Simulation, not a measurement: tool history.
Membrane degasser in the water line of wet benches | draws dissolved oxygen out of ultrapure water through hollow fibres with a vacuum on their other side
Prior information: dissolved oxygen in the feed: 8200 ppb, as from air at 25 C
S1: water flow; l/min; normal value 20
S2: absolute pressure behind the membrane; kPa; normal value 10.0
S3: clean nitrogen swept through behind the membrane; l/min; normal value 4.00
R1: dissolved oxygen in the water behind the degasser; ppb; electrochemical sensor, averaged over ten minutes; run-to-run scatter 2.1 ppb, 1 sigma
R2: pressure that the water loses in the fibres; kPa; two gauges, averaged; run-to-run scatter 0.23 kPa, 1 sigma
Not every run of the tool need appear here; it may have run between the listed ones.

Run 1, hour 0.0: usual settings. Result: R1 215.2 ppb, R2 56.37 kPa.
At hour 5.2: vacuum gauge calibrated.
Run 2, hour 39.7: usual settings. Result: R1 221.9 ppb, R2 57.12 kPa.
Run 3, hour 68.6: usual settings. Result: R1 214.9 ppb, R2 57.06 kPa.
Run 4, hour 101.1: usual settings. Result: R1 210.7 ppb, R2 57.30 kPa.
Run 5, hour 121.5: usual settings. Result: R1 217.6 ppb, R2 57.13 kPa.
Run 6, hour 152.5: usual settings but S2 7.6 kPa. Result: R1 183.4 ppb, R2 57.13 kPa.
At hour 187.6: vacuum gauge calibrated, once more.
Run 7, hour 200.2: usual settings but S2 7.6 kPa. Result: R1 186.4 ppb, R2 57.11 kPa.
Run 8, hour 250.4: usual settings but S2 7.6 kPa. Result: R1 186.2 ppb, R2 57.45 kPa.
Run 9, hour 279.3: usual settings but S2 7.6 kPa. Result: R1 185.5 ppb, R2 56.69 kPa.
Run 10, hour 328.0: usual settings but S2 7.6 kPa. Result: R1 188.0 ppb, R2 56.97 kPa.
Run 11, hour 368.7: usual settings but S3 5.32 l/min. Result: R1 196.3 ppb, R2 57.11 kPa.
Run 12, hour 404.8: usual settings but S2 6.7 kPa. Result: R1 171.8 ppb, R2 57.32 kPa.
Run 13, hour 454.5: usual settings but S2 6.7 kPa. Result: R1 177.7 ppb, R2 57.81 kPa.
Run 14, hour 483.0: usual settings but S1 15 l/min. Result: R1 138.5 ppb, R2 42.74 kPa.
Run 15, hour 514.8: usual settings but S3 2.30 l/min. Result: R1 267.6 ppb, R2 57.43 kPa.
Run 16, hour 541.1: usual settings. Result: R1 214.5 ppb, R2 57.30 kPa.
Run 17, hour 574.1: usual settings but S1 27 l/min, S2 12.4 kPa, S3 6.15 l/min. Result: R1 320.4 ppb, R2 77.90 kPa.
Run 18, hour 618.1: usual settings but S1 17 l/min, S2 10.3 kPa, S3 4.99 l/min. Result: R1 157.2 ppb, R2 48.61 kPa.
Run 19, hour 663.4: usual settings but S1 19 l/min, S2 7.7 kPa, S3 4.99 l/min. Result: R1 164.8 ppb, R2 54.26 kPa.
Run 20, hour 686.2: usual settings but S1 19 l/min, S2 7.7 kPa, S3 4.99 l/min. Result: R1 160.5 ppb, R2 54.17 kPa.
Run 21, hour 727.2: usual settings but S1 22 l/min, S2 20.9 kPa, S3 7.88 l/min. Result: R1 275.5 ppb, R2 63.16 kPa.
Run 22, hour 751.9: usual settings but S1 26 l/min, S2 7.4 kPa, S3 3.02 l/min. Result: R1 295.7 ppb, R2 74.22 kPa.
Run 23, hour 783.0: usual settings but S1 12 l/min, S2 7.4 kPa, S3 4.53 l/min. Result: R1 75.5 ppb, R2 34.46 kPa.
Run 24, hour 818.3: usual settings but S1 18 l/min, S2 18.1 kPa, S3 3.53 l/min. Result: R1 288.1 ppb, R2 51.51 kPa.
Run 25, hour 867.8: usual settings but S1 18 l/min, S2 18.1 kPa, S3 3.53 l/min. Result: R1 291.7 ppb, R2 51.62 kPa.
Run 26, hour 888.6: usual settings but S1 18 l/min, S2 18.1 kPa, S3 3.53 l/min. Result: R1 288.7 ppb, R2 51.20 kPa.
Run 27, hour 926.3: usual settings but S1 18 l/min, S2 18.1 kPa, S3 3.53 l/min. Result: R1 288.4 ppb, R2 51.70 kPa.
Run 28, hour 955.3: usual settings but S1 18 l/min, S2 11.0 kPa, S3 4.48 l/min. Result: R1 183.8 ppb, R2 51.74 kPa.
Run 29, hour 1004.0: usual settings but S1 30 l/min, S2 8.0 kPa, S3 5.25 l/min. Result: R1 332.6 ppb, R2 86.16 kPa.
Run 30, hour 1028.8: usual settings but S1 15 l/min, S2 17.6 kPa, S3 6.10 l/min. Result: R1 162.2 ppb, R2 43.26 kPa.
Run 31, hour 1076.2: usual settings but S2 6.7 kPa, S3 1.61 l/min. Result: R1 233.6 ppb, R2 57.33 kPa.
Run 32, hour 1116.6: usual settings but S1 15 l/min, S2 6.0 kPa. Result: R1 103.8 ppb, R2 42.75 kPa.

Alternative continuations, all from the tool just after run 32; predict every row:
Run A, hour 1137.8: usual settings but S1 13 l/min, S2 6.5 kPa, S3 2.51 l/min. Result: R1 ?, R2 ?.
Run B, hour 1137.8: usual settings but S1 19 l/min, S2 7.6 kPa, S3 3.31 l/min. Result: R1 ?, R2 ?.
Run C, hour 1137.8: usual settings but S1 31 l/min, S2 21.9 kPa. Result: R1 ?, R2 ?.
Run D, hour 1137.8: usual settings but S1 21 l/min, S2 6.5 kPa, S3 7.39 l/min. Result: R1 ?, R2 ?.

run     R1     R2
  A   98.5  37.09
  B  182.2  54.14
  C  598.6  88.81
  D  172.7  60.57
What these runs would have given with no unlogged condition in the tool:
run     R1     R2
  A   93.9  36.64
  B  174.9  53.48
  C  585.2  87.73
  D  165.0  59.83

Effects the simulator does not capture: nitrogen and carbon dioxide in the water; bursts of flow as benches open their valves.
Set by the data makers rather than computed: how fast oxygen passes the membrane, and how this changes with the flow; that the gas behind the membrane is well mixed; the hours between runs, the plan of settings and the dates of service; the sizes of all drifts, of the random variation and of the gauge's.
